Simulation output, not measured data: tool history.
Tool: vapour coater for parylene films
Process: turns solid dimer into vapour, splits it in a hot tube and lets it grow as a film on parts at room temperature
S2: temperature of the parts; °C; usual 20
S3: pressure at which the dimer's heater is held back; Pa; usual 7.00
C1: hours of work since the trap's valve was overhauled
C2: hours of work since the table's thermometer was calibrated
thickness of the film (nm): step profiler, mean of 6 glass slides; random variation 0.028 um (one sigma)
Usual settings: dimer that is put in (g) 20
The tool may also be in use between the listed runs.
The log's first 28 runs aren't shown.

run 29 hour=695.2 | dimer_that_is_put_in_(g)=10 S2=29 S3=9.14 | C1=577 C2=741 | thickness_of_the_film_(nm)=1300
run 30 hour=711.4 | dimer_that_is_put_in_(g)=10 S2=29 S3=9.14 | C1=586 C2=750 | thickness_of_the_film_(nm)=1310
run 31 hour=738.9 | dimer_that_is_put_in_(g)=10 S2=29 S3=9.14 | C1=601 C2=766 | thickness_of_the_film_(nm)=1300
-- hour=747.1 trap's valve overhauled
run 32 hour=778.8 | dimer_that_is_put_in_(g)=10 S2=18 S3=3.27 | C1=18 C2=786 | thickness_of_the_film_(nm)=2450
run 33 hour=813.1 | dimer_that_is_put_in_(g)=20 S2=20 S3=2.91 | C1=37 C2=805 | thickness_of_the_film_(nm)=4520
run 34 hour=833.7 | dimer_that_is_put_in_(g)=13 S2=20 S3=10.77 | C1=49 C2=817 | thickness_of_the_film_(nm)=2590
run 35 hour=867.9 | dimer_that_is_put_in_(g)=9 S2=23 S3=2.06 | C1=68 C2=836 | thickness_of_the_film_(nm)=1860
run 36 hour=886.2 | dimer_that_is_put_in_(g)=9 S2=23 S3=2.06 | C1=78 C2=846 | thickness_of_the_film_(nm)=1810
run 37 hour=904.3 | dimer_that_is_put_in_(g)=22 S2=17 S3=2.18 | C1=88 C2=857 | thickness_of_the_film_(nm)=5850

3 ways to go on from here, each from the tool as it stands after run 37. What would each give?
run A hour=927.2 | dimer_that_is_put_in_(g)=20 S2=18 S3=7.00 | C1=101 C2=869 | thickness_of_the_film_(nm)=?
run B hour=927.2 | dimer_that_is_put_in_(g)=9 S2=18 S3=4.21 | C1=101 C2=869 | thickness_of_the_film_(nm)=?
run C hour=927.2 | dimer_that_is_put_in_(g)=22 S2=17 S3=2.31 | C1=101 C2=869 | thickness_of_the_film_(nm)=?

run=A thickness_of_the_film_(nm)=4570
run=B thickness_of_the_film_(nm)=2160
run=C thickness_of_the_film_(nm)=5770
Without the tool's hidden state the same runs would have given:
run=A thickness_of_the_film_(nm)=4550
run=B thickness_of_the_film_(nm)=2150
run=C thickness_of_the_film_(nm)=5740

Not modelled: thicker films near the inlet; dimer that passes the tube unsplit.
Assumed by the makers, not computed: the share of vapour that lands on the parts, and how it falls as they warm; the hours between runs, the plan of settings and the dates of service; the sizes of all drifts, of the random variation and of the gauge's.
